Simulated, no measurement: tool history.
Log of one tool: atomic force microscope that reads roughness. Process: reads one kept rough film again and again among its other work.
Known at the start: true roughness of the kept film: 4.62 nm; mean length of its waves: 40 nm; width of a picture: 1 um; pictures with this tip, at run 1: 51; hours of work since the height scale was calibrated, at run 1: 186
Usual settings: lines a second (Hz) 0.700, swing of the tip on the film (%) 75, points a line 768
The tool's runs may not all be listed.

run   hour  lines a second (Hz)  swing of the tip on the film (%)  points a line  pictures with this tip  hours of work since the height scale was calibrated  roughness of the kept film (nm (root mean square))
  1    0.0                0.700                                75            768                      51                                                  186                                               3.524
  2   31.7                0.700                                66            768                      78                                                  202                                               3.432
  3   54.6                0.700                                75            768                      97                                                  214                                               3.250
      75.7  -- new tip fitted
  4   80.0                0.700                                59            768                       3                                                  226                                               4.037
  5   99.9                0.700                                59            768                      20                                                  237                                               3.890
  6  130.4                0.700                                75            768                      45                                                  252                                               3.539
  7  169.4                3.477                                75            768                      77                                                  272                                               2.709
  8  208.4                3.477                                75            768                     110                                                  292                                               2.542
     214.0  -- new tip fitted
  9  246.4                0.700                                75            768                      27                                                  311                                               3.653
 10  263.4                0.700                                75            768                      41                                                  320                                               3.520
 11  294.0                0.611                                75            768                      66                                                  336                                               3.405
 12  332.1                0.798                                75            768                      98                                                  355                                               3.110
     349.9  -- new tip fitted
 13  368.5                0.798                                75            768                      15                                                  374                                               3.759
 14  391.1                3.292                                73            809                      34                                                  385                                               3.099
 15  415.8                3.292                                73            809                      54                                                  398                                               2.978
 16  437.9                0.700                                61            768                      73                                                  409                                               3.500
 17  464.2                1.546                                88            385                      94                                                  423                                               2.751
     487.0  -- new tip fitted
 18  496.7                0.700                                62            768                       8                                                  439                                               3.974
 19  536.4                0.700                                75            440                      41                                                  460                                               3.569
 20  567.9                0.700                                75            440                      67                                                  476                                               3.397
 21  602.5                3.411                                67            698                      96                                                  493                                               2.874
     622.7  -- new tip fitted
 22  635.7                3.411                                67            698                      11                                                  510                                               3.405
 23  668.0                1.740                                60            548                      37                                                  527                                               3.540
 24  702.7                1.091                                59            768                      66                                                  545                                               3.448
 25  720.8                1.144                                65            768                      81                                                  554                                               3.323
 26  747.8                0.700                                75            791                     104                                                  568                                               3.135

4 ways to go on from here, each from the tool as it stands after run 26. What would each give?
     759.5  -- new tip fitted
  A  768.8                2.881                                84            791                       8                                                  578                                                   ?
     759.5  -- new tip fitted
  B  768.8                0.700                                89            768                       8                                                  578                                                   ?
     759.5  -- new tip fitted
  C  768.8                0.503                                69            537                       8                                                  578                                                   ?
     759.5  -- new tip fitted
  D  768.8                0.700                                84            791                       8                                                  578                                                   ?

run  roughness of the kept film (nm (root mean square))
  A                                               2.938
  B                                               3.618
  C                                               3.912
  D                                               3.700
Without the tool's hidden state the same runs would have given:
run  roughness of the kept film (nm (root mean square))
  A                                               3.000
  B                                               3.694
  C                                               3.994
  D                                               3.777
